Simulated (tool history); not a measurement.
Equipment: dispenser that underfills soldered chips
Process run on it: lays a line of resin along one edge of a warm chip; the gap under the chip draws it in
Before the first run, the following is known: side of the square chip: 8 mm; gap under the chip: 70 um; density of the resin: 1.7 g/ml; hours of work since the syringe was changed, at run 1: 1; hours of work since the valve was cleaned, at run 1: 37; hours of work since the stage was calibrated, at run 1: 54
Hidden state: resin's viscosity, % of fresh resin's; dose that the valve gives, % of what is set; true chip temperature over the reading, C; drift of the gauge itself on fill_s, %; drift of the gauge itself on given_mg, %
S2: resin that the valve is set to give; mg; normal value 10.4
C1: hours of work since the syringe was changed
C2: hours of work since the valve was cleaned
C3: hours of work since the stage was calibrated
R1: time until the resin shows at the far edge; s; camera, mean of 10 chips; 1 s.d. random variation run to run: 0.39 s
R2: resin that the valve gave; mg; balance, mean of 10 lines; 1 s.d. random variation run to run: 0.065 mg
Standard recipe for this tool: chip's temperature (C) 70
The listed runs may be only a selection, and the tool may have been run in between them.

{"run": 1, "day": 0.0, "chip's temperature (C)": 70, "S2": 10.4, "C1": 1, "C2": 37, "C3": 54, "R1": 25.5, "R2": 10.13}
{"run": 2, "day": 0.2, "chip's temperature (C)": 70, "S2": 10.4, "C1": 4, "C2": 40, "C3": 57, "R1": 30.1, "R2": 10.18}
{"run": 3, "day": 0.396, "chip's temperature (C)": 70, "S2": 10.4, "C1": 7, "C2": 43, "C3": 60, "R1": 35.8, "R2": 9.97}
{"day": 0.471, "done": "new syringe of resin"}
{"run": 4, "day": 0.625, "chip's temperature (C)": 70, "S2": 10.4, "C1": 2, "C2": 47, "C3": 63, "R1": 28.2, "R2": 10.01}
{"run": 5, "day": 0.771, "chip's temperature (C)": 70, "S2": 10.4, "C1": 5, "C2": 49, "C3": 66, "R1": 31.5, "R2": 10.05}
{"run": 6, "day": 0.921, "chip's temperature (C)": 70, "S2": 10.4, "C1": 7, "C2": 51, "C3": 68, "R1": 36.5, "R2": 10.01}
{"day": 0.988, "done": "new syringe of resin"}
{"run": 7, "day": 1.133, "chip's temperature (C)": 70, "S2": 13.3, "C1": 2, "C2": 54, "C3": 71, "R1": 25.8, "R2": 12.68}
{"run": 8, "day": 1.262, "chip's temperature (C)": 70, "S2": 13.3, "C1": 4, "C2": 56, "C3": 73, "R1": 29.8, "R2": 12.8}
{"run": 9, "day": 1.45, "chip's temperature (C)": 70, "S2": 13.3, "C1": 7, "C2": 59, "C3": 76, "R1": 34.0, "R2": 12.72}
{"day": 1.508, "done": "new syringe of resin"}
{"run": 10, "day": 1.683, "chip's temperature (C)": 70, "S2": 10.4, "C1": 3, "C2": 62, "C3": 79, "R1": 28.1, "R2": 9.94}
{"run": 11, "day": 1.867, "chip's temperature (C)": 70, "S2": 10.4, "C1": 6, "C2": 65, "C3": 82, "R1": 33.8, "R2": 9.83}
{"run": 12, "day": 1.975, "chip's temperature (C)": 70, "S2": 10.4, "C1": 7, "C2": 67, "C3": 84, "R1": 36.6, "R2": 9.83}
{"day": 2.038, "done": "new syringe of resin"}
{"run": 13, "day": 2.254, "chip's temperature (C)": 70, "S2": 10.4, "C1": 3, "C2": 71, "C3": 88, "R1": 29.3, "R2": 9.89}
{"run": 14, "day": 2.362, "chip's temperature (C)": 70, "S2": 10.4, "C1": 5, "C2": 72, "C3": 89, "R1": 31.7, "R2": 9.79}
{"run": 15, "day": 2.483, "chip's temperature (C)": 70, "S2": 10.4, "C1": 7, "C2": 74, "C3": 91, "R1": 34.9, "R2": 9.7}
{"day": 2.575, "done": "new syringe of resin"}
{"run": 16, "day": 2.617, "chip's temperature (C)": 70, "S2": 12.4, "C1": 1, "C2": 76, "C3": 93, "R1": 24.1, "R2": 11.5}
{"run": 17, "day": 2.762, "chip's temperature (C)": 70, "S2": 12.4, "C1": 3, "C2": 78, "C3": 95, "R1": 27.9, "R2": 11.55}
{"run": 18, "day": 2.888, "chip's temperature (C)": 70, "S2": 12.4, "C1": 5, "C2": 80, "C3": 97, "R1": 30.5, "R2": 11.69}
{"run": 19, "day": 3.017, "chip's temperature (C)": 73, "S2": 12.0, "C1": 7, "C2": 82, "C3": 99, "R1": 31.4, "R2": 11.11}
{"day": 3.108, "done": "new syringe of resin"}
{"run": 20, "day": 3.167, "chip's temperature (C)": 59, "S2": 9.3, "C1": 1, "C2": 84, "C3": 101, "R1": 40.0, "R2": 8.7}
{"run": 21, "day": 3.4, "chip's temperature (C)": 64, "S2": 11.0, "C1": 4, "C2": 88, "C3": 105, "R1": 39.0, "R2": 10.16}
{"run": 22, "day": 3.512, "chip's temperature (C)": 62, "S2": 10.2, "C1": 6, "C2": 90, "C3": 107, "R1": 46.1, "R2": 9.48}
{"day": 3.625, "done": "new syringe of resin"}
{"run": 23, "day": 3.767, "chip's temperature (C)": 62, "S2": 8.9, "C1": 2, "C2": 93, "C3": 110, "R1": 40.1, "R2": 8.22}

For run 24, what comes out?
{"day": 3.992, "done": "dispensing valve cleaned and set on the balance"}
{"run": 24, "day": 3.992, "chip's temperature (C)": 62, "S2": 12.0, "C1": 5, "C2": 0, "C3": 113, "R1": "?", "R2": "?"}

Logged for run 24: R1 40.2 s, R2 12.02 mg.
If the tool had no hidden condition, the same run with the same run-to-run variation would have returned R1 31.3 s, R2 12.06 mg.
